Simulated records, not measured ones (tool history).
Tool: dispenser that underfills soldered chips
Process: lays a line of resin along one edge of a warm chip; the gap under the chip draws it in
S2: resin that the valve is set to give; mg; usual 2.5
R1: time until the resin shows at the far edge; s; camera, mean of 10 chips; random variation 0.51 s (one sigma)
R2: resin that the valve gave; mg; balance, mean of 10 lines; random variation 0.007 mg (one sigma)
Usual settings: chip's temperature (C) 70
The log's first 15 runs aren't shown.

-- hour=128.7 new syringe of resin
run 16 hour=128.7 | chip's_temperature_(C)=70 S2=2.76 | R1=39 R2=2.682
run 17 hour=139.2 | chip's_temperature_(C)=70 S2=2.5 | R1=60.2 R2=2.409
-- hour=141 new syringe of resin
run 18 hour=146.1 | chip's_temperature_(C)=70 S2=2.5 | R1=47.8 R2=2.401
run 19 hour=151.1 | chip's_temperature_(C)=74 S2=3.19 | R1=46.1 R2=3.053
-- hour=153.9 new syringe of resin
-- hour=158.7 dispensing valve cleaned and set on the balance
run 20 hour=162.3 | chip's_temperature_(C)=78 S2=2.14 | R1=35.3 R2=2.13
-- hour=166.9 new syringe of resin
run 21 hour=174.2 | chip's_temperature_(C)=71 S2=2.5 | R1=50.8 R2=2.478
-- hour=178.8 new syringe of resin
run 22 hour=182.4 | chip's_temperature_(C)=75 S2=2.29 | R1=34.5 R2=2.267
run 23 hour=188.2 | chip's_temperature_(C)=56 S2=2.48 | R1=120.4 R2=2.421
-- hour=191 new syringe of resin
run 24 hour=199.7 | chip's_temperature_(C)=56 S2=2.48 | R1=115.4 R2=2.421
-- hour=203.3 new syringe of resin
run 25 hour=209.9 | chip's_temperature_(C)=78 S2=3.09 | R1=33.4 R2=2.991
-- hour=215.2 new syringe of resin
run 26 hour=218.4 | chip's_temperature_(C)=70 S2=2.26 | R1=43.2 R2=2.173
run 27 hour=223.3 | chip's_temperature_(C)=81 S2=2.36 | R1=30.8 R2=2.266
-- hour=227.4 new syringe of resin
-- hour=228.9 dispensing valve cleaned and set on the balance
run 28 hour=234.2 | chip's_temperature_(C)=81 S2=2.36 | R1=26.8 R2=2.356
run 29 hour=239.3 | chip's_temperature_(C)=64 S2=2.81 | R1=79.8 R2=2.798
-- hour=240.4 new syringe of resin
-- hour=245.8 stage's temperature calibrated
run 30 hour=250.2 | chip's_temperature_(C)=69 S2=2.93 | R1=60.7 R2=2.873
-- hour=253.7 new syringe of resin
run 31 hour=260.2 | chip's_temperature_(C)=69 S2=2.24 | R1=57 R2=2.192
-- hour=266 new syringe of resin
run 32 hour=269.6 | chip's_temperature_(C)=69 S2=2.5 | R1=50.6 R2=2.429
-- hour=278.9 new syringe of resin
run 33 hour=279.6 | chip's_temperature_(C)=84 S2=3.17 | R1=20.5 R2=3.073
run 34 hour=288.8 | chip's_temperature_(C)=83 S2=2.93 | R1=31.2 R2=2.827

Forecast each of these 3 alternatives for the next run:
-- hour=291 new syringe of resin
-- hour=299.8 dispensing valve cleaned and set on the balance
run A hour=301.3 | chip's_temperature_(C)=72 S2=2.19 | R1=? R2=?
-- hour=291 new syringe of resin
-- hour=299.8 dispensing valve cleaned and set on the balance
run B hour=301.3 | chip's_temperature_(C)=71 S2=2.31 | R1=? R2=?
-- hour=291 new syringe of resin
-- hour=299.8 dispensing valve cleaned and set on the balance
run C hour=301.3 | chip's_temperature_(C)=66 S2=2.93 | R1=? R2=?

run=A R1=53.9 R2=2.178
run=B R1=58 R2=2.303
run=C R1=73.7 R2=2.92
Without the tool's hidden state the same runs would have given:
run=A R1=36.4 R2=2.188
run=B R1=39.3 R2=2.314
run=C R1=50.1 R2=2.934

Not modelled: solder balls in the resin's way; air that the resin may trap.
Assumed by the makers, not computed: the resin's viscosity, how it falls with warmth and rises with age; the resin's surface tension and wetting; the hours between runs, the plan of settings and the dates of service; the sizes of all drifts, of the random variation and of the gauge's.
